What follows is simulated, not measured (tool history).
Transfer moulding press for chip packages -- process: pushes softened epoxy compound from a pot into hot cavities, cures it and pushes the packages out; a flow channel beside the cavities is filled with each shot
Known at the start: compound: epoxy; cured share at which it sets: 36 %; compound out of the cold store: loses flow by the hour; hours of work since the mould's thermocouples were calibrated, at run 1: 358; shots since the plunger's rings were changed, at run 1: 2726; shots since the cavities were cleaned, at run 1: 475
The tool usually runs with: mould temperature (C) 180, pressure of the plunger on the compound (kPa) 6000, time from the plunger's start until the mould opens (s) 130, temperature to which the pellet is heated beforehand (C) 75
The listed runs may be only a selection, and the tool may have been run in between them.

run,hour,mould temperature (C),pressure of the plunger on the compound (kPa),time from the plunger's start until the mould opens (s),temperature to which the pellet is heated beforehand (C),hours of work since the mould's thermocouples were calibrated,shots since the plunger's rings were changed,shots since the cavities were cleaned,incoming compound's hours out of the cold store,length that the compound runs in the flow channel (mm),greatest force on the pins that push the packages out (N)
1,0,180,6000,130,75,358,2726,475,39.1,735,444
# hour 56.8: cavities cleaned with cleaning compound and waxed
2,93.4,180,6000,130,75,409,3508,311,8.6,826,457
# hour 164.8: cavities cleaned with cleaning compound and waxed
3,172.6,180,6000,130,75,453,4170,66,11.9,828,458
# hour 200: plunger's sealing rings changed
4,253.8,180,6000,130,75,497,458,737,43.3,724,447
# hour 277.6: cavities cleaned with cleaning compound and waxed
5,329.6,180,6000,130,75,539,1090,443,9.5,822,449
# hour 391.4: cavities cleaned with cleaning compound and waxed
6,404.5,180,6000,130,75,580,1715,111,22.6,788,439
7,453.4,180,6000,130,75,608,2132,528,41.5,722,452
8,495,180,6000,130,75,631,2486,882,16.4,784,442
# hour 500.9: cavities cleaned with cleaning compound and waxed
# hour 544: mould's thermocouples calibrated
9,551.7,180,6000,130,75,4,2939,415,8.4,823,447
# hour 617.7: cavities cleaned with cleaning compound and waxed
10,617.7,180,6000,130,75,41,3488,0,29.6,767,449
11,681.8,180,6000,130,75,77,4034,546,42.7,715,444
# hour 727.6: plunger's sealing rings changed
# hour 729.1: cavities cleaned with cleaning compound and waxed
12,739,180,6000,130,75,106,84,84,43.1,714,435
13,812.5,181,6000,130,75,148,710,710,30.4,752,438
# hour 840.4: cavities cleaned with cleaning compound and waxed
14,861.9,180,7290,130,75,175,1118,183,22.2,865,445
# hour 949: cavities cleaned with cleaning compound and waxed
15,949,180,7290,118,65,223,1847,0,28.5,835,503
16,1024.1,186,5550,123,68,265,2486,639,26.4,719,413
# hour 1058.5: cavities cleaned with cleaning compound and waxed
17,1075.1,182,4780,123,68,293,2908,141,36.9,650,447
18,1116,182,4780,123,68,315,3256,489,34,660,460
# hour 1170.4: cavities cleaned with cleaning compound and waxed
19,1176.6,180,4610,132,65,349,3760,53,18.4,692,446
# hour 1250.9: plunger's sealing rings changed
20,1266.6,176,4630,165,65,398,134,798,44.7,634,423
# hour 1281.7: cavities cleaned with cleaning compound and waxed
21,1320,176,4630,165,65,427,576,326,29.6,681,423
22,1370.9,176,4630,158,65,456,1010,760,19,708,440
# hour 1391.5: cavities cleaned with cleaning compound and waxed
23,1425.8,176,4630,158,65,485,1464,292,15.4,722,459
24,1471.9,172,6840,130,75,511,1856,684,27.6,842,690
# hour 1502.9: cavities cleaned with cleaning compound and waxed
25,1562,172,6840,130,75,561,2611,503,8.2,932,751
# hour 1615.6: cavities cleaned with cleaning compound and waxed
26,1646.2,172,6840,138,85,608,3316,261,19.3,869,605
27,1708.8,172,6840,138,85,643,3849,794,20.2,872,640

3 options for the next run, each taken on its own from the tool as it stands now. Forecast them:
# hour 1729.7: mould's thermocouples calibrated
# hour 1731.2: cavities cleaned with cleaning compound and waxed
# hour 1778.2: plunger's sealing rings changed
A,1782.1,181,5230,130,65,27,32,412,25.8,?,?
# hour 1729.7: mould's thermocouples calibrated
# hour 1731.2: cavities cleaned with cleaning compound and waxed
# hour 1778.2: plunger's sealing rings changed
B,1782.1,180,6290,130,85,27,32,412,46.7,?,?
# hour 1729.7: mould's thermocouples calibrated
# hour 1731.2: cavities cleaned with cleaning compound and waxed
# hour 1778.2: plunger's sealing rings changed
C,1782.1,180,7390,130,66,27,32,412,32.4,?,?

run,length that the compound runs in the flow channel (mm),greatest force on the pins that push the packages out (N)
A,707,437
B,722,450
C,826,446
Without the tool's unlogged condition, the same runs would have read:
run,length that the compound runs in the flow channel (mm),greatest force on the pins that push the packages out (N)
A,707,434
B,722,447
C,826,443

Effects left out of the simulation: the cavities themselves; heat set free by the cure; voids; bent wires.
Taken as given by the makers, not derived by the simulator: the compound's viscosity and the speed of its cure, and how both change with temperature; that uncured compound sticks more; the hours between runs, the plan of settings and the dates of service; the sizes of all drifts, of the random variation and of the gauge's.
